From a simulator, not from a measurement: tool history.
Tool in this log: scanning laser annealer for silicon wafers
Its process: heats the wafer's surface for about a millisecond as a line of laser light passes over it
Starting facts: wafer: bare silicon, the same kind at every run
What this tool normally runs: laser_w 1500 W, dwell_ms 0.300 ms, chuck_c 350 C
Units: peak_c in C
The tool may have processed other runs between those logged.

run 1 hour=0.0 | laser_w=1500 dwell_ms=0.300 chuck_c=350 | peak_c=1126
run 2 hour=33.8 | laser_w=1500 dwell_ms=0.300 chuck_c=350 | peak_c=1124
run 3 hour=69.2 | laser_w=1500 dwell_ms=0.300 chuck_c=350 | peak_c=1119
run 4 hour=88.9 | laser_w=1500 dwell_ms=0.300 chuck_c=350 | peak_c=1119
run 5 hour=108.8 | laser_w=1500 dwell_ms=0.300 chuck_c=323 | peak_c=1091
run 6 hour=147.9 | laser_w=1500 dwell_ms=0.327 chuck_c=350 | peak_c=1150
run 7 hour=180.0 | laser_w=1485 dwell_ms=0.327 chuck_c=316 | peak_c=1105
run 8 hour=216.9 | laser_w=1485 dwell_ms=0.327 chuck_c=316 | peak_c=1099
run 9 hour=254.9 | laser_w=1485 dwell_ms=0.327 chuck_c=316 | peak_c=1098
run 10 hour=277.0 | laser_w=1283 dwell_ms=0.320 chuck_c=316 | peak_c=960
run 11 hour=294.5 | laser_w=1387 dwell_ms=0.301 chuck_c=326 | peak_c=1009

What if the next run were any one of these 4? Each begins from the tool's condition after run 11:
run A hour=316.3 | laser_w=1524 dwell_ms=0.293 chuck_c=347 | peak_c=?
run B hour=316.3 | laser_w=1348 dwell_ms=0.282 chuck_c=337 | peak_c=?
run C hour=316.3 | laser_w=1610 dwell_ms=0.224 chuck_c=335 | peak_c=?
run D hour=316.3 | laser_w=1527 dwell_ms=0.279 chuck_c=326 | peak_c=?

run=A peak_c=1108
run=B peak_c=976
run=C peak_c=1038
run=D peak_c=1065
Without the tool's hidden state the same runs would have given:
run=A peak_c=1152
run=B peak_c=1012
run=C peak_c=1078
run=D peak_c=1108
